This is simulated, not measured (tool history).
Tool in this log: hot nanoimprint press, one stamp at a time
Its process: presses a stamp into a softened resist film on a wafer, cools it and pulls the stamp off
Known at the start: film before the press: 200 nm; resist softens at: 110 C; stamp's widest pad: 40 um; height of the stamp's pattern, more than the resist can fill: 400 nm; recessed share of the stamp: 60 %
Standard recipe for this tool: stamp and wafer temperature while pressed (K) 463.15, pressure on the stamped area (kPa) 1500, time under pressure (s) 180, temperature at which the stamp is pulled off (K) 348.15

run	hour	stamp and wafer temperature while pressed (K)	pressure on the stamped area (kPa)	time under pressure (s)	temperature at which the stamp is pulled off (K)	resist left under the stamp's widest pad (angstrom)	greatest force while the stamp is pulled off (N)
1	0.0	463.15	1500	180	348.15	1141	214
2	26.4	463.15	1500	180	348.15	1143	214
3	46.7	463.15	1500	180	348.15	1144	212
4	76.4	463.15	1500	180	348.15	1148	212
5	97.0	463.15	1500	180	348.15	1147	215
6	122.4	463.15	1500	180	348.15	1150	216
7	156.8	460.15	1500	180	348.15	1233	211
8	170.6	460.15	1500	180	348.15	1228	214
9	201.5	463.15	1500	155	348.15	1204	214
10	227.7	463.15	1500	155	348.15	1206	216
11	260.4	463.15	1500	155	348.15	1208	214
12	289.5	464.15	1500	180	348.15	1127	216
13	315.3	463.15	1500	220	348.15	1081	215
14	333.7	463.15	1500	220	348.15	1082	212
15	367.7	463.15	1500	220	348.15	1084	211
16	399.4	461.15	1640	208	347.15	1118	214
17	428.6	459.15	2210	177	335.15	1098	252
18	444.2	452.15	1140	345	341.15	1365	230
19	462.7	452.15	1140	345	341.15	1371	230
20	490.5	463.15	930	123	348.15	1511	213
21	520.8	457.15	2030	180	355.15	1192	194
22	547.5	463.15	1610	180	348.15	1129	212
23	579.7	463.15	1500	117	348.15	1322	212
24	594.7	463.15	1010	295	348.15	1163	213
25	615.1	463.15	1010	295	348.15	1162	216
26	640.5	463.15	1380	180	348.15	1200	208
27	657.2	463.15	1040	346	346.15	1094	219
28	683.8	455.15	910	180	348.15	1601	210
29	711.1	463.15	1500	180	351.15	1166	208

Not shown: 4 entries that the log had between the listed runs. Between which runs, and how does the tool's hidden state differ before and after?
From run 6 to run 7: stamp cleaned and given a new release coat (hour 131.6)
  true temperature over the reading, C: 0 -> -0.01; grip of the stamp's worn release coat, % over a new coat's: 0.5 -> 0.1; drift of the gauge itself on residual_nm, %: 0.37 -> 0.45
  measured less the result without the state, resist left under the stamp's widest pad (angstrom): +5 -> +6
From run 14 to run 15: stamp cleaned and given a new release coat (hour 344.3)
  grip of the stamp's worn release coat, % over a new coat's: 0.5 -> 0.1; drift of the gauge itself on residual_nm, %: 0.98 -> 1.06
  measured less the result without the state, resist left under the stamp's widest pad (angstrom): +11 -> +12
From run 22 to run 23: stamp cleaned and given a new release coat (hour 556.5)
  grip of the stamp's worn release coat, % over a new coat's: 0.5 -> 0.1; drift of the gauge itself on residual_nm, %: 1.6 -> 1.68
  measured less the result without the state, resist left under the stamp's widest pad (angstrom): +18 -> +23
From run 24 to run 25: plate thermocouple calibrated (hour 614.4)
  true temperature over the reading, C: -0.02 -> 0; drift of the gauge itself on residual_nm, %: 1.73 -> 1.78
  measured less the result without the state, resist left under the stamp's widest pad (angstrom): +20 -> +21
